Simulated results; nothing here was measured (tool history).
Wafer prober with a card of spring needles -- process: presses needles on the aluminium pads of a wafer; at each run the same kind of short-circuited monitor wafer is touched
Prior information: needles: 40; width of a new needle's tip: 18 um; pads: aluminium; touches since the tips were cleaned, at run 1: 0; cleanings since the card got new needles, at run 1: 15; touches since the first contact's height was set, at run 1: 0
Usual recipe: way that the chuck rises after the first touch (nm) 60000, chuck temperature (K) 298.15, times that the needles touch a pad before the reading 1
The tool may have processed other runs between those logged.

| run | day | way that the chuck rises after the first touch (nm) | chuck temperature (K) | times that the needles touch a pad before the reading | touches since the tips were cleaned | cleanings since the card got new needles | touches since the first contact's height was set | resistance of one needle with its contact and lead (mohm) | way that a needle slides on the pad (nm) |
|---|---|---|---|---|---|---|---|---|---|
| 1 | 0.000 | 60000 | 298.15 | 1 | 0 | 15 | 0 | 241 | 12940 |
|  | 0.575 | tips cleaned on abrasive film |
| 2 | 0.600 | 60000 | 298.15 | 1 | 285 | 16 | 6765 | 240 | 12950 |
|  | 1.171 | tips cleaned on abrasive film |
| 3 | 1.346 | 60000 | 298.15 | 1 | 2018 | 17 | 15246 | 238 | 12930 |
|  | 1.767 | tips cleaned on abrasive film |
| 4 | 1.883 | 60000 | 298.15 | 1 | 1324 | 18 | 21276 | 235 | 12920 |
|  | 2.312 | tips cleaned on abrasive film |
| 5 | 2.733 | 60000 | 386.15 | 1 | 4795 | 19 | 30947 | 264 | 12920 |
|  | 2.854 | tips cleaned on abrasive film |
| 6 | 3.125 | 60000 | 298.15 | 1 | 3065 | 20 | 35326 | 239 | 12900 |
|  | 3.404 | tips cleaned on abrasive film |
| 7 | 3.842 | 60000 | 298.15 | 1 | 4980 | 21 | 43463 | 238 | 12910 |
|  | 3.971 | tips cleaned on abrasive film |
|  | 4.525 | tips cleaned on abrasive film |
| 8 | 4.721 | 60000 | 298.15 | 1 | 2222 | 23 | 53375 | 244 | 12910 |
|  | 5.104 | tips cleaned on abrasive film |
| 9 | 5.617 | 60000 | 298.15 | 1 | 5835 | 24 | 63497 | 238 | 12890 |
|  | 5.675 | tips cleaned on abrasive film |
| 10 | 6.050 | 60000 | 298.15 | 1 | 4295 | 25 | 68409 | 237 | 12890 |
|  | 6.225 | tips cleaned on abrasive film |
|  | 6.771 | tips cleaned on abrasive film |
| 11 | 6.883 | 60000 | 298.15 | 1 | 1260 | 27 | 77777 | 242 | 12880 |
|  | 7.325 | tips cleaned on abrasive film |
| 12 | 7.612 | 60000 | 298.15 | 1 | 3251 | 28 | 86025 | 237 | 12890 |
|  | 7.871 | tips cleaned on abrasive film |
| 13 | 8.046 | 60000 | 298.15 | 1 | 1983 | 29 | 90939 | 240 | 12870 |
|  | 8.433 | tips cleaned on abrasive film |
| 14 | 8.546 | 60000 | 298.15 | 1 | 1266 | 30 | 96578 | 240 | 12880 |
|  | 8.992 | tips cleaned on abrasive film |
| 15 | 9.371 | 60000 | 298.15 | 1 | 4293 | 31 | 105905 | 237 | 12870 |
|  | 9.567 | tips cleaned on abrasive film |
|  | 9.579 | height of the first contact set anew |
| 16 | 9.775 | 69000 | 298.15 | 1 | 2257 | 32 | 2257 | 233 | 14800 |
|  | 10.142 | tips cleaned on abrasive film |
| 17 | 10.650 | 69000 | 298.15 | 1 | 5821 | 33 | 12172 | 234 | 14780 |
|  | 10.696 | tips cleaned on abrasive film |
|  | 11.225 | tips cleaned on abrasive film |
| 18 | 11.546 | 69000 | 298.15 | 1 | 3657 | 35 | 22272 | 240 | 14780 |
|  | 11.800 | tips cleaned on abrasive film |
| 19 | 12.267 | 69000 | 298.15 | 1 | 5278 | 36 | 30401 | 238 | 14770 |
|  | 12.338 | tips cleaned on abrasive film |
|  | 12.908 | tips cleaned on abrasive film |
| 20 | 12.933 | 61000 | 298.15 | 2 | 312 | 38 | 37918 | 235 | 13050 |
|  | 13.488 | tips cleaned on abrasive film |
| 21 | 13.658 | 64000 | 330.15 | 1 | 1931 | 39 | 46094 | 245 | 13680 |
|  | 14.012 | tips cleaned on abrasive film |
| 22 | 14.512 | 70000 | 328.15 | 2 | 5668 | 40 | 55785 | 245 | 14950 |
|  | 14.567 | tips cleaned on abrasive film |
|  | 15.158 | tips cleaned on abrasive film |
| 23 | 15.179 | 60000 | 366.15 | 2 | 262 | 42 | 63307 | 257 | 12810 |
|  | 15.704 | tips cleaned on abrasive film |
| 24 | 15.821 | 57000 | 320.15 | 2 | 1347 | 43 | 70543 | 250 | 12180 |
|  | 16.250 | tips cleaned on abrasive film |
| 25 | 16.567 | 60000 | 316.15 | 2 | 3578 | 44 | 78982 | 246 | 12800 |
|  | 16.817 | tips cleaned on abrasive film |
|  | 17.346 | tips cleaned on abrasive film |
| 26 | 17.346 | 60000 | 316.15 | 3 | 0 | 46 | 87751 | 243 | 12810 |
|  | 17.879 | tips cleaned on abrasive film |
| 27 | 18.075 | 60000 | 316.15 | 3 | 2241 | 47 | 96008 | 242 | 12800 |
|  | 18.462 | tips cleaned on abrasive film |
| 28 | 18.688 | 52000 | 308.15 | 2 | 2574 | 48 | 102941 | 246 | 11060 |
|  | 19.017 | tips cleaned on abrasive film |
|  | 19.108 | height of the first contact set anew |
| 29 | 19.504 | 73000 | 331.15 | 2 | 5417 | 49 | 4511 | 241 | 15550 |
|  | 19.583 | tips cleaned on abrasive film |
| 30 | 19.929 | 67000 | 299.15 | 1 | 3916 | 50 | 9260 | 237 | 14240 |
|  | 20.167 | tips cleaned on abrasive film |
|  | 20.704 | tips cleaned on abrasive film |
| 31 | 20.829 | 67000 | 299.15 | 1 | 1417 | 52 | 19448 | 237 | 14250 |

Below are 3 alternative next runs, each starting from the tool's condition after run 31. Predict each:
|  | 21.250 | tips cleaned on abrasive film |
| A | 21.738 | 68000 | 298.15 | 1 | 5583 | 53 | 29747 | ? | ? |
|  | 21.250 | tips cleaned on abrasive film |
| B | 21.738 | 60000 | 298.15 | 1 | 5583 | 53 | 29747 | ? | ? |
|  | 21.250 | tips cleaned on abrasive film |
| C | 21.738 | 67000 | 331.15 | 2 | 5583 | 53 | 29747 | ? | ? |

| run | resistance of one needle with its contact and lead (mohm) | way that a needle slides on the pad (nm) |
|---|---|---|
| A | 235 | 14480 |
| B | 240 | 12770 |
| C | 245 | 14270 |
Without the tool's hidden state the same runs would have given:
| run | resistance of one needle with its contact and lead (mohm) | way that a needle slides on the pad (nm) |
|---|---|---|
| A | 235 | 14670 |
| B | 239 | 12950 |
| C | 244 | 14460 |
